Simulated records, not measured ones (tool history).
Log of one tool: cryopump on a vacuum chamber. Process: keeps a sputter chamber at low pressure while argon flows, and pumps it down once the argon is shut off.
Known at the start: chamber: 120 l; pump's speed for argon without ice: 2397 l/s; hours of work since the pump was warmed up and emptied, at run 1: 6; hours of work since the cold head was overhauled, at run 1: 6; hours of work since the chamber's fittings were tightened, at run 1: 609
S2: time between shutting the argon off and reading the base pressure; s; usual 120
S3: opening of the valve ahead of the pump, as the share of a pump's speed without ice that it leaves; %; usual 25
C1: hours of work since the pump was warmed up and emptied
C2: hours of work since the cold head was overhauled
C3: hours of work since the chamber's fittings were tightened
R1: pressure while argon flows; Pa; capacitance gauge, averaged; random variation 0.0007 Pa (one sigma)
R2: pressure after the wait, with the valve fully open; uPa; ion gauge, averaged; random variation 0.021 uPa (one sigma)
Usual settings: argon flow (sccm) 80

Run 1, hour 0: usual settings; C1 6; C2 6; C3 609. Result: R1 0.2251 Pa, R2 0.96 uPa.
Run 2, hour 21.5: usual settings; C1 23; C2 23; C3 626. Result: R1 0.2268 Pa, R2 0.98 uPa.
Run 3, hour 42.4: usual settings but argon flow (sccm) 53; C1 40; C2 40; C3 643. Result: R1 0.15 Pa, R2 0.99 uPa.
Run 4, hour 53.5: usual settings but argon flow (sccm) 53; C1 49; C2 49; C3 652. Result: R1 0.1495 Pa, R2 1.04 uPa.
Run 5, hour 75.6: usual settings but argon flow (sccm) 53; C1 67; C2 67; C3 670. Result: R1 0.1502 Pa, R2 1.04 uPa.
Run 6, hour 87.1: usual settings but argon flow (sccm) 53; C1 77; C2 77; C3 680. Result: R1 0.15 Pa, R2 1.02 uPa.
Run 7, hour 97: usual settings but argon flow (sccm) 53; C1 85; C2 85; C3 688. Result: R1 0.1497 Pa, R2 0.99 uPa.
Run 8, hour 117.7: usual settings but argon flow (sccm) 53, S2 121 s; C1 102; C2 102; C3 705. Result: R1 0.1505 Pa, R2 1.07 uPa.
Run 9, hour 127.6: usual settings but argon flow (sccm) 53, S2 121 s; C1 110; C2 110; C3 713. Result: R1 0.1507 Pa, R2 1.09 uPa.
Run 10, hour 144.8: usual settings but argon flow (sccm) 53, S2 121 s; C1 124; C2 124; C3 727. Result: R1 0.1497 Pa, R2 1.07 uPa.
Run 11, hour 166.4: usual settings but argon flow (sccm) 53, S2 121 s; C1 141; C2 141; C3 744. Result: R1 0.1506 Pa, R2 1.13 uPa.
Run 12, hour 187.6: usual settings; C1 158; C2 158; C3 761. Result: R1 0.2282 Pa, R2 1.11 uPa.
Run 13, hour 200.2: usual settings; C1 169; C2 169; C3 772. Result: R1 0.2258 Pa, R2 1.15 uPa.
Run 14, hour 210.1: usual settings; C1 177; C2 177; C3 780. Result: R1 0.2278 Pa, R2 1.13 uPa.
Run 15, hour 224.1: usual settings; C1 188; C2 188; C3 791. Result: R1 0.2273 Pa, R2 1.16 uPa.
Run 16, hour 242.4: usual settings; C1 203; C2 203; C3 806. Result: R1 0.228 Pa, R2 1.18 uPa.
Run 17, hour 258.9: usual settings; C1 216; C2 216; C3 819. Result: R1 0.2264 Pa, R2 1.18 uPa.
Run 18, hour 271: usual settings; C1 226; C2 226; C3 829. Result: R1 0.2283 Pa, R2 1.24 uPa.
Run 19, hour 292.2: usual settings but S2 148 s, S3 31 %; C1 244; C2 244; C3 847. Result: R1 0.1845 Pa, R2 1.16 uPa.
Run 20, hour 312.4: usual settings but argon flow (sccm) 87, S2 148 s, S3 31 %; C1 260; C2 260; C3 863. Result: R1 0.2009 Pa, R2 1.15 uPa.
Run 21, hour 329.1: usual settings but argon flow (sccm) 87, S2 148 s, S3 31 %; C1 274; C2 274; C3 877. Result: R1 0.2014 Pa, R2 1.2 uPa.
Run 22, hour 347.8: usual settings but argon flow (sccm) 87, S2 148 s, S3 31 %; C1 289; C2 289; C3 892. Result: R1 0.2022 Pa, R2 1.17 uPa.
Run 23, hour 369.7: usual settings but argon flow (sccm) 42, S2 26 s, S3 55 %; C1 307; C2 307; C3 910. Result: R1 0.0556 Pa, R2 2.32 uPa.
Run 24, hour 391.2: usual settings but argon flow (sccm) 92, S3 21 %; C1 324; C2 324; C3 927. Result: R1 0.313 Pa, R2 1.26 uPa.
Run 25, hour 400.9: usual settings but S3 59 %; C1 332; C2 332; C3 935. Result: R1 0.0989 Pa, R2 1.31 uPa.
Run 26, hour 420: usual settings but argon flow (sccm) 39, S2 38 s, S3 59 %; C1 348; C2 348; C3 951. Result: R1 0.0483 Pa, R2 1.9 uPa.
Run 27, hour 435: usual settings but S2 229 s, S3 28 %; C1 360; C2 360; C3 963. Result: R1 0.2055 Pa, R2 1.19 uPa.
Run 28, hour 452.7: usual settings but argon flow (sccm) 42, S2 134 s; C1 374; C2 374; C3 977. Result: R1 0.1206 Pa, R2 1.34 uPa.
Run 29, hour 470.9: usual settings but argon flow (sccm) 90, S2 63 s, S3 29 %; C1 389; C2 389; C3 992. Result: R1 0.2226 Pa, R2 1.64 uPa.
Run 30, hour 485.8: usual settings but argon flow (sccm) 140, S2 285 s, S3 29 %; C1 401; C2 401; C3 1004. Result: R1 0.3466 Pa, R2 1.2 uPa.
Run 31, hour 499.9: usual settings but argon flow (sccm) 156, S2 150 s, S3 17 %; C1 413; C2 413; C3 1016. Result: R1 0.6559 Pa, R2 1.35 uPa.
Run 32, hour 512.6: usual settings but argon flow (sccm) 149, S2 34 s; C1 423; C2 423; C3 1026. Result: R1 0.4278 Pa, R2 2.1 uPa.
Run 33, hour 524.5: usual settings but argon flow (sccm) 149, S2 34 s; C1 433; C2 433; C3 1036. Result: R1 0.4263 Pa, R2 2.06 uPa.
Run 34, hour 541.8: usual settings but argon flow (sccm) 82, S3 31 %; C1 447; C2 447; C3 1050. Result: R1 0.1904 Pa, R2 1.42 uPa.
Run 35, hour 559.9: usual settings but argon flow (sccm) 57, S3 51 %; C1 461; C2 461; C3 1064. Result: R1 0.0818 Pa, R2 1.48 uPa.

Some steps in R1 between neighbouring runs. How much of each would the tool show without its hidden state too (settings, what came in, random variation), and how much is left for the hidden state, with any gauge scatter that isn't in both results?
The hidden state here: pump's speed, % of a pump's without ice; cold plate's temperature, K; leak into the chamber, uPa l/s; drift of the gauge itself on working_pa, %; drift of the gauge itself on base_upa, %.
Run 23 -> 24: argon flow (sccm) 42 -> 92, S2 26 -> 120, S3 55 -> 21. R1 +0.2574 Pa: hidden state +0.0021, all else +0.2553.
Run 28 -> 29: argon flow (sccm) 42 -> 90, S2 134 -> 63, S3 25 -> 29. R1 +0.102 Pa: hidden state +0.0023, all else +0.0997.
Run 29 -> 30: argon flow (sccm) 90 -> 140, S2 63 -> 285. R1 +0.124 Pa: hidden state +0.0025, all else +0.1215.
Run 30 -> 31: argon flow (sccm) 140 -> 156, S2 285 -> 150, S3 29 -> 17. R1 +0.3093 Pa: hidden state +0.001, all else +0.3083.
Run 33 -> 34: argon flow (sccm) 149 -> 82, S2 34 -> 120, S3 25 -> 31. R1 -0.2359 Pa: hidden state -0.0033, all else -0.2326.
